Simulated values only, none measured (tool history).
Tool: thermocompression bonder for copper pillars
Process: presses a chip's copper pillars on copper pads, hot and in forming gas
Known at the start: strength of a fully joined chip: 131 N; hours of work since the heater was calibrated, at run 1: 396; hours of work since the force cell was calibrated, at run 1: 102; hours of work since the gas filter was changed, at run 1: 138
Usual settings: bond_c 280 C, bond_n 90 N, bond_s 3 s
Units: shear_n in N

| run | hour | bond_c | bond_n | bond_s | hours of work since the heater was calibrated | hours of work since the force cell was calibrated | hours of work since the gas filter was changed | shear_n |
|---|---|---|---|---|---|---|---|---|
| 1 | 0 | 280 | 90 | 3 | 396 | 102 | 138 | 85.5 |
| 2 | 8.7 | 280 | 90 | 3 | 400 | 106 | 142 | 86.5 |
| 3 | 20.1 | 280 | 90 | 5 | 406 | 111 | 147 | 97.8 |
| 4 | 31.2 | 280 | 90 | 3 | 411 | 116 | 152 | 86 |
| 5 | 45.1 | 280 | 100 | 3 | 417 | 122 | 159 | 91.8 |
| 6 | 56.7 | 280 | 100 | 3 | 422 | 128 | 164 | 91.5 |
| 7 | 66.6 | 280 | 90 | 3 | 427 | 132 | 169 | 86 |
| 8 | 80.6 | 280 | 90 | 3 | 433 | 138 | 175 | 85.5 |
| 9 | 89.7 | 280 | 90 | 3 | 437 | 143 | 179 | 85.7 |
| 10 | 97.7 | 280 | 90 | 4 | 441 | 146 | 183 | 93.1 |
| 11 | 107.2 | 280 | 90 | 4 | 445 | 151 | 187 | 92.4 |
|  | 110.5 | forming gas filter changed |
| 12 | 114.9 | 280 | 90 | 4 | 449 | 154 | 2 | 95.8 |
|  | 117.7 | heater calibrated with a thermocouple chip |
| 13 | 126.7 | 280 | 90 | 4 | 4 | 158 | 7 | 95.2 |
| 14 | 140.1 | 280 | 90 | 4 | 10 | 165 | 13 | 95.9 |
| 15 | 146.1 | 280 | 90 | 4 | 13 | 167 | 15 | 95.5 |
| 16 | 156.2 | 280 | 90 | 4 | 18 | 172 | 20 | 95.8 |
| 17 | 166.3 | 280 | 90 | 2 | 22 | 177 | 25 | 78.6 |
| 18 | 172.4 | 299 | 62 | 2 | 25 | 179 | 27 | 67 |
|  | 177.4 | heater calibrated with a thermocouple chip, once more |
| 19 | 181.7 | 299 | 62 | 2 | 2 | 183 | 31 | 68.6 |
| 20 | 191.1 | 299 | 62 | 2 | 6 | 187 | 35 | 69.8 |
| 21 | 205.7 | 280 | 86 | 2 | 13 | 194 | 42 | 77.7 |
| 22 | 211.9 | 278 | 129 | 3 | 16 | 197 | 45 | 110.4 |
| 23 | 222 | 282 | 116 | 2 | 20 | 201 | 49 | 98 |
| 24 | 236 | 251 | 78 | 2 | 27 | 208 | 56 | 52.1 |
| 25 | 245.9 | 250 | 97 | 2 | 31 | 212 | 60 | 64.2 |
| 26 | 253.4 | 250 | 97 | 2 | 35 | 216 | 64 | 64.1 |
| 27 | 260.5 | 250 | 126 | 3 | 38 | 219 | 67 | 90.2 |
| 28 | 272 | 250 | 59 | 4 | 43 | 224 | 72 | 50.1 |
| 29 | 286.5 | 280 | 60 | 2 | 50 | 231 | 79 | 54.9 |
| 30 | 292.5 | 301 | 59 | 2 | 53 | 233 | 82 | 67 |
| 31 | 301.8 | 280 | 86 | 8 | 57 | 238 | 86 | 107.9 |
| 32 | 312.6 | 264 | 86 | 2 | 62 | 243 | 91 | 65.9 |

Forecast each of these 5 alternatives for the next run:
| A | 319.5 | 280 | 64 | 3 | 65 | 246 | 94 | ? |
| B | 319.5 | 267 | 86 | 2 | 65 | 246 | 94 | ? |
| C | 319.5 | 264 | 134 | 4 | 65 | 246 | 94 | ? |
| D | 319.5 | 280 | 99 | 7 | 65 | 246 | 94 | ? |
| E | 319.5 | 280 | 90 | 8 | 65 | 246 | 94 | ? |

| run | shear_n |
|---|---|
| A | 67.7 |
| B | 67.5 |
| C | 108.2 |
| D | 111 |
| E | 109.8 |
Without the tool's hidden state the same runs would have given:
| run | shear_n |
|---|---|
| A | 67.3 |
| B | 67 |
| C | 109 |
| D | 112 |
| E | 110.6 |
